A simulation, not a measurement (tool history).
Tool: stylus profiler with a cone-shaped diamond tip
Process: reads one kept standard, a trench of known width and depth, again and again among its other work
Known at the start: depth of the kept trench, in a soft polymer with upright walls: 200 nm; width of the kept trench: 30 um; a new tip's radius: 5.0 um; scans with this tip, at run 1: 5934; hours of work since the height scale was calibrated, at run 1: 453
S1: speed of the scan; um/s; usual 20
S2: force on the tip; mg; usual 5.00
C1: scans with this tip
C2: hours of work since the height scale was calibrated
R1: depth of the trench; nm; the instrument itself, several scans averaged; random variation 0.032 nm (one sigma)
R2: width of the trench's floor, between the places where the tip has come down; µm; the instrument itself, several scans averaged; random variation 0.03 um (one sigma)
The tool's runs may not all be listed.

run	hour	S1	S2	C1	C2	R1	R2
1	0.0	20	5.00	5934	453	202.42	27.16
2	18.4	20	5.00	6077	464	202.36	27.17
3	34.2	20	5.00	6200	473	202.36	27.17
4	52.5	20	5.00	6343	484	202.37	27.20
5	69.0	20	5.00	6471	494	202.35	27.10
6	82.1	20	5.00	6573	502	202.36	27.17
7	94.4	20	5.00	6669	509	202.34	27.21
8	114.7	12	5.00	6827	521	202.34	27.17
9	130.5	12	5.00	6950	530	202.38	27.19
10	149.2	20	12.80	7095	541	204.44	27.15
11	165.6	20	14.71	7223	551	204.76	27.17
12	182.2	20	5.91	7353	561	202.62	27.17
13	200.9	20	5.91	7498	572	202.63	27.13
14	223.3	20	5.91	7672	585	202.65	27.17
15	236.5	20	5.91	7775	593	202.64	27.21
16	254.8	20	5.00	7917	604	202.33	27.17
17	268.9	20	5.00	8027	612	202.39	27.14
18	279.6	20	5.00	8110	619	202.36	27.25
19	299.2	20	5.00	8263	630	202.39	27.16
20	317.1	20	5.00	8402	641	202.39	27.18
21	327.0	20	5.00	8479	647	202.32	27.16
22	347.1	20	5.00	8636	659	202.41	27.13
23	358.4	31	6.54	8724	666	202.79	27.17
24	375.2	31	2.88	8855	676	201.61	27.14
25	395.4	26	9.73	9011	688	203.66	27.19
26	408.0	11	4.68	9110	695	202.26	27.20
27	423.5	11	4.68	9231	704	202.21	27.17
28	445.1	11	1.89	9399	717	201.22	27.16
29	462.9	32	9.91	9537	728	203.70	27.16
30	482.9	18	4.17	9693	740	202.10	27.15
31	496.6	18	4.17	9799	748	202.08	27.19
32	520.2	20	8.41	9983	762	203.30	27.17
33	532.8	31	14.83	10082	769	204.87	27.14
34	556.4	31	14.83	10265	783	204.91	27.16
35	572.1	31	14.83	10387	792	204.88	27.17
36	588.6	46	4.71	10516	802	202.24	27.16
37	601.2	20	9.17	10614	810	203.50	27.20
38	614.6	48	2.26	10718	818	201.33	27.03
39	630.0	47	9.35	10838	827	203.59	27.10
40	647.8	47	9.35	10976	837	203.57	27.13
41	671.6	74	9.41	11161	852	203.61	27.15
42	683.0	32	4.75	11250	858	202.28	27.13
43	698.4	7	4.75	11370	867	202.27	27.15

5 ways to go on from here, each from the tool as it stands after run 43. What would each give?
A	713.8	6	7.74	11490	877	?	?
B	713.8	6	4.45	11490	877	?	?
C	713.8	22	2.55	11490	877	?	?
D	713.8	17	5.00	11490	877	?	?
E	713.8	66	8.27	11490	877	?	?

run	R1	R2
A	203.15	27.20
B	202.17	27.13
C	201.54	27.16
D	202.34	27.18
E	203.34	27.05
Without the tool's hidden state the same runs would have given:
run	R1	R2
A	203.14	27.21
B	202.16	27.15
C	201.53	27.17
D	202.33	27.20
E	203.33	27.06
